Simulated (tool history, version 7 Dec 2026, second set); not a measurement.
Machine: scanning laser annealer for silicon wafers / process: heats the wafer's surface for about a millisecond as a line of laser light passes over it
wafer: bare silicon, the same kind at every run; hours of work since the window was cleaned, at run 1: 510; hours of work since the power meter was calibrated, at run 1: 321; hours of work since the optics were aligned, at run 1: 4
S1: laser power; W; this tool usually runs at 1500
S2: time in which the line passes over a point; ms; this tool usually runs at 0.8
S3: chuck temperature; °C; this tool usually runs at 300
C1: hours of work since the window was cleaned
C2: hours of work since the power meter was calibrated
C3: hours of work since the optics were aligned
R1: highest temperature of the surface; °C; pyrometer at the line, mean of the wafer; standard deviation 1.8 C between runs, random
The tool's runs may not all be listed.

run   hour    S1     S2   S3   C1   C2   C3    R1
  1      0  1500    0.8  300  510  321    4  1111
  2     29  1500  0.852  300  529  340   22  1135
  3   54.5  1500  0.852  300  545  356   38  1134
  4   84.9  1500  0.852  300  564  375   57  1135
  5  121.7  1500  0.852  300  588  398   81  1132
  6  153.6  1500  0.852  300  608  419  101  1134
  7  180.2  1566    0.8  300  625  436  118  1151
  8  210.3  1566    0.8  300  644  455  137  1146
  9  228.1  1566    0.8  300  655  466  148  1149
 10  265.2  1566    0.8  300  679  490  172  1149
 11  283.5  1500    0.8  283  690  501  183  1088
 12  308.4  1500    0.8  283  706  517  199  1088
 13  331.8  1414    0.8  272  721  532  214  1025
     335.4  -- window over the wafer cleaned
 14    354  1414    0.8  272   12  545  227  1021
 15  379.8  1414    0.8  272   28  561  243  1020
 16  411.6  1500  0.946  300   48  581  264  1163
 17  437.9  1519  0.925  321   65  598  280  1189
 18  467.4  1519  0.925  321   84  617  299  1188
 19    499  1383  0.656  302  104  637  319   970
     525.4  -- window over the wafer cleaned, once more
 20  538.4  1300  0.638  300    8  660  343   929
 21  567.2  1500    0.8  310   27  679  361  1131
 22  596.6  1500  0.576  279   45  697  380   984
 23  619.9  1498  0.718  282   60  712  394  1061

3 ways to go on from here, each from the tool as it stands after run 23. What would each give?
  A  658.4  1500    0.8  286  84  737  419   ?
  B  658.4  1418  0.615  282  84  737  419   ?
  C  658.4  1388  0.612  334  84  737  419   ?

run    R1
  A  1102
  B   964
  C   999
With no hidden state in the tool, these same runs would have given:
run    R1
  A  1105
  B   966
  C  1002
